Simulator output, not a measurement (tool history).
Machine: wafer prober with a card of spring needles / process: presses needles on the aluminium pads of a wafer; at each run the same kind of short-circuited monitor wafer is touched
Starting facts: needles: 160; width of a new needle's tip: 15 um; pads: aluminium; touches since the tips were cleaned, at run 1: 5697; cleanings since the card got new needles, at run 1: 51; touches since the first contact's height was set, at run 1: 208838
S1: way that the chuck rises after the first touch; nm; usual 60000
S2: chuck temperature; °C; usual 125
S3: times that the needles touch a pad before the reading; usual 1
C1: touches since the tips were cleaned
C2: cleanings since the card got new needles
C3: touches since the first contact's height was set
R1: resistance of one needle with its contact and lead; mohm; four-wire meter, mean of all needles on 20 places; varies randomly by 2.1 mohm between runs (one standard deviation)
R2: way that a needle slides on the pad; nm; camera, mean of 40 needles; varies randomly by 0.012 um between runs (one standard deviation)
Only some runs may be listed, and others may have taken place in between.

run    hour     S1   S2  S3    C1  C2      C3   R1    R2
  1       0  60000  125   1  5697  51  208838  292  7660
        8.3  -- tips cleaned on abrasive film
  2    43.3  60000  125   1  5841  52  216050  297  7640
       53.1  -- tips cleaned on abrasive film
  3    82.8  60000  125   1  4944  53  222606  288  7640
       95.1  -- tips cleaned on abrasive film
      112.8  -- height of the first contact set anew
  4   114.2  60000  125   1  3138  54     224  275  7820
      139.6  -- tips cleaned on abrasive film
  5   172.3  60000   38   1  5453  55    9904  280  7810
      185.5  -- tips cleaned on abrasive film
  6   213.3  60000  125   1  4645  56   16727  290  7790
      233.2  -- tips cleaned on abrasive film
  7   244.5  60000  125   1  1885  57   21906  259  7810
      276.4  -- tips cleaned on abrasive film
  8   298.9  60000   42   1  3749  58   30970  270  7810
      321.5  -- tips cleaned on abrasive film
  9   336.1  60000  125   3  2430  59   37155  245  7800
      365.6  -- tips cleaned on abrasive film
 10   387.6  60000  125   3  3673  60   45731  249  7780
      410.1  -- tips cleaned on abrasive film
 11   435.3  60000  125   3  4189  61   53659  248  7780
      453.2  -- tips cleaned on abrasive film
 12   463.3  60000   28   1  1678  62   58319  243  7780
      495.2  -- tips cleaned on abrasive film
 13   495.2  60000   28   1     0  63   63621  211  7760
      538.1  -- tips cleaned on abrasive film
 14     559  60000   28   1  3479  64   74240  265  7750
      582.4  -- tips cleaned on abrasive film
 15   608.2  60000   28   1  4306  65   82437  274  7760
      628.3  -- tips cleaned on abrasive film
 16   663.1  60000   28   1  5808  66   91578  283  7740
        674  -- tips cleaned on abrasive film
 17   704.8  74000  112   1  5138  67   98518  265  9570
        720  -- tips cleaned on abrasive film
        762  -- tips cleaned on abrasive film
 18   764.3  74000   27   1   384  69  108408  211  9550
      804.4  -- tips cleaned on abrasive film
 19   815.3  61000   88   2  1814  70  116892  243  7840
      846.6  -- tips cleaned on abrasive film
 20   872.7  77000  125   1  4350  71  126449  266  9930
      892.2  -- tips cleaned on abrasive film
 21   929.9  48000   77   1  6293  72  135977  341  6140
      935.8  -- tips cleaned on abrasive film
      978.9  -- tips cleaned on abrasive film
 22   982.7  56000   67   2   645  74  144747  234  7150
     1022.2  -- tips cleaned on abrasive film
 23  1040.9  56000   67   2  3126  75  154438  257  7170
     1064.2  -- tips cleaned on abrasive film
 24  1098.3  48000   56   1  5687  76  163983  338  6100
     1107.1  -- tips cleaned on abrasive film
     1151.1  -- tips cleaned on abrasive film
 25  1151.1  46000  125   2     0  78  172758  245  5820
 26  1189.7  46000  125   2  6441  78  179199  311  5840
       1194  -- tips cleaned on abrasive film
 27  1234.1  46000  125   2  6687  79  186581  310  5810
       1238  -- tips cleaned on abrasive film
     1280.8  -- tips cleaned on abrasive film
 28  1298.7  46000  125   2  2983  81  197330  289  5790
     1323.8  -- tips cleaned on abrasive film
 29  1353.8  46000  125   2  5002  82  206497  303  5810
     1366.5  -- tips cleaned on abrasive film
 30    1400  46000  125   2  5577  83  214188  311  5810
     1410.9  -- tips cleaned on abrasive film
 31  1446.8  46000  125   2  5992  84  221987  311  5780

Consider 3 possible next runs. They are alternatives, not a sequence: every one starts from the tool as it was left by run 31. What does each give?
     1457.6  -- tips cleaned on abrasive film
     1482.1  -- height of the first contact set anew
  A  1487.5  61000  125   1  4939  85  906   ?   ?
     1457.6  -- tips cleaned on abrasive film
     1482.1  -- height of the first contact set anew
  B  1487.5  46000  118   2  4939  85  906   ?   ?
     1457.6  -- tips cleaned on abrasive film
     1482.1  -- height of the first contact set anew
  C  1487.5  51000   57   1  4939  85  906   ?   ?

run   R1    R2
  A  291  7950
  B  296  6000
  C  313  6640
Without the tool's unlogged condition, the same runs would have read:
run   R1    R2
  A  229  7950
  B  233  6000
  C  217  6640
